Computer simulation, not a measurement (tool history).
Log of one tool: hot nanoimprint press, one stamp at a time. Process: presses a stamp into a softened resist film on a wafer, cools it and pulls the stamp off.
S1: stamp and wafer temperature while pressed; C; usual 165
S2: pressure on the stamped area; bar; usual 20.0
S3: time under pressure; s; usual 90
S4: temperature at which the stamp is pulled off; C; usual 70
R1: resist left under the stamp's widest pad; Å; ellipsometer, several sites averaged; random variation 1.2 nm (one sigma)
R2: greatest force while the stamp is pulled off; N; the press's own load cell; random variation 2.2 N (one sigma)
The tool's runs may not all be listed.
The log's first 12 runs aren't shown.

run    hour   S1    S2   S3  S4    R1   R2
 13   663.1  166  20.0   90  70  1759  104
 14   726.2  165  29.7   90  70  1543  106
 15   782.7  158  29.7   90  70  1976  105
      811.4  -- stamp cleaned and given a new release coat
 16   859.3  165  13.7   90  65  2088  113
 17   908.8  168  13.7   61  56  2156  133
 18   963.3  170  20.0  136  58  1307  129
 19  1030.6  170  20.0  136  58  1287  134
 20  1079.6  170  20.0  136  58  1289  129
 21  1114.4  153  21.5   90  66  2572  115
 22  1184.9  153  21.5   90  66  2553  112
 23  1258.7  165  20.0   90  75  1774   96
     1323.9  -- stamp cleaned and given a new release coat
 24  1330.4  165  22.3   90  70  1714  102
 25  1414.5  165  22.3   90  70  1755  104
     1447.5  -- plate thermocouple calibrated
 26  1483.4  165  22.3   90  70  1723  104
 27  1530.2  154  24.6   48  75  2768   92
 28  1572.6  159  20.0  117  59  2029  127
 29  1643.5  159  20.0  117  59  2032  132
 30  1684.0  159  20.0  117  59  2044  126

4 ways to go on from here, each from the tool as it stands after run 30. What would each give?
  A  1755.1  159  20.0  117  62   ?   ?
  B  1755.1  170  20.0   67  72   ?   ?
  C  1755.1  175  32.0  117  57   ?   ?
  D  1755.1  176  23.9  122  70   ?   ?

run    R1   R2
  A  2062  120
  B  1682  101
  C   907  129
  D   982  103
Without the tool's hidden state the same runs would have given:
run    R1   R2
  A  2060  120
  B  1680  100
  C   905  128
  D   980  103
